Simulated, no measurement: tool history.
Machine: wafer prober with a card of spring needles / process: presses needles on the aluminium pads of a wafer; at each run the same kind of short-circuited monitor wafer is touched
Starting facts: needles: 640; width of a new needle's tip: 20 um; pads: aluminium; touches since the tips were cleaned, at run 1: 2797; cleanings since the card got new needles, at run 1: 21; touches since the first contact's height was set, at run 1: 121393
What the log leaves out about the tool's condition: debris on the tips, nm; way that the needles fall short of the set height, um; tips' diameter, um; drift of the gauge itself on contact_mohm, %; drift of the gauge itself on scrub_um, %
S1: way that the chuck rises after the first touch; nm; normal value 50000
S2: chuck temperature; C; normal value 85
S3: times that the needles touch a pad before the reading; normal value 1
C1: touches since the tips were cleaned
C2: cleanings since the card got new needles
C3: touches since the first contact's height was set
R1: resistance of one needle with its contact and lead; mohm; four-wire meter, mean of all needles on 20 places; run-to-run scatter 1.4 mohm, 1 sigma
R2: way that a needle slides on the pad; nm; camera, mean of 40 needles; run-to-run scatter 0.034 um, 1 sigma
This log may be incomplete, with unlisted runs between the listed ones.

run    day     S1   S2  S3    C1  C2      C3   R1     R2
  1      0  50000   85   1  2797  21  121393  182   9560
     0.208  -- tips cleaned on abrasive film
  2  0.312  50000   85   1  1312  22  125190  160   9540
     0.646  -- tips cleaned on abrasive film
  3  0.696  50000   85   3   626  23  129832  132   9530
     1.067  -- tips cleaned on abrasive film
  4  1.083  50000   85   3   181  24  134520  127   9600
  5  1.458  57000   85   3  4811  24  139150  139  10930
       1.5  -- tips cleaned on abrasive film
  6  1.725  57000   85   3  2749  25  142369  138  10930
  7  1.892  57000   85   3  4775  25  144395  139  10830
     1.933  -- tips cleaned on abrasive film
  8   2.25  50000   85   1  3913  26  148755  190   9560
     2.362  -- tips cleaned on abrasive film
  9  2.575  50000   85   1  2648  27  152711  178   9490
     2.608  -- height of the first contact set anew
     2.792  -- tips cleaned on abrasive film
 10  2.967  50000   85   1  2129  28    4355  179   9400
     3.221  -- tips cleaned on abrasive film
 11  3.325  50000   85   1  1293  29    8700  169   9370
 12  3.571  50000   85   1  4320  29   11727  189   9280
     3.667  -- tips cleaned on abrasive film
 13  3.879  50000   85   1  2609  30   15474  183   9320
     4.092  -- tips cleaned on abrasive film
 14  4.092  50000   85   1     0  31   18029  129   9370
     4.238  -- height of the first contact set anew, once more
 15  4.333  50000   85   1  2808  31    1191  176   9850
     4.538  -- tips cleaned on abrasive film
 16  4.588  50000   85   1   635  32    4260  148   9850
 17    4.8  33000   49   2  3210  32    6835  203   6530
     4.958  -- tips cleaned on abrasive film
 18  5.158  39000   93   1  2427  33   11180  210   7680
 19  5.333  63000   36   1  4605  33   13358  160  12390
     5.383  -- tips cleaned on abrasive film
 20  5.621  43000  105   2  2926  34   16851  170   8440
     5.825  -- tips cleaned on abrasive film
 21  5.917  39000   38   1  1100  35   20396  180   7620
 22  6.129  34000   75   1  3726  35   23022  256   6630
     6.258  -- tips cleaned on abrasive film
 23  6.488  50000   34   2  2846  36   27379  151   9820
     6.683  -- tips cleaned on abrasive film
 24  6.808  39000   54   1  1552  37   31270  197   7630
     7.117  -- tips cleaned on abrasive film
 25  7.196  33000   30   1   939  38   35940  197   6430
     7.542  -- tips cleaned on abrasive film
 26  7.596  33000   30   1   656  39   40813  188   6390
 27  7.821  37000   85   2  3423  39   43580  192   7190
     7.988  -- tips cleaned on abrasive film
 28  8.029  35000   39   2   535  40   46081  148   6810
     8.404  -- tips cleaned on abrasive film
 29  8.404  49000  112   2     0  41   50655  128   9520
 30  8.721  57000  120   3  3873  41   54528  142  11140
     8.829  -- tips cleaned on abrasive film
 31  9.067  62000  120   2  2895  42   58690  149  12080

Alternative continuations, all from the tool just after run 31; predict every row:
     9.254  -- tips cleaned on abrasive film
  A  9.454  62000   94   2  2460  43  63438   ?   ?
     9.254  -- tips cleaned on abrasive film
  B  9.454  50000   85   2  2460  43  63438   ?   ?
     9.254  -- tips cleaned on abrasive film
  C  9.454  48000   50   2  2460  43  63438   ?   ?
     9.254  -- tips cleaned on abrasive film
  D  9.454  35000  120   2  2460  43  63438   ?   ?

run   R1     R2
  A  144  12070
  B  158   9760
  C  157   9310
  D  197   6740
Had the tool no hidden state, the same runs would have come out as:
run   R1     R2
  A  121  12240
  B  122   9940
  C  117   9480
  D  131   6910

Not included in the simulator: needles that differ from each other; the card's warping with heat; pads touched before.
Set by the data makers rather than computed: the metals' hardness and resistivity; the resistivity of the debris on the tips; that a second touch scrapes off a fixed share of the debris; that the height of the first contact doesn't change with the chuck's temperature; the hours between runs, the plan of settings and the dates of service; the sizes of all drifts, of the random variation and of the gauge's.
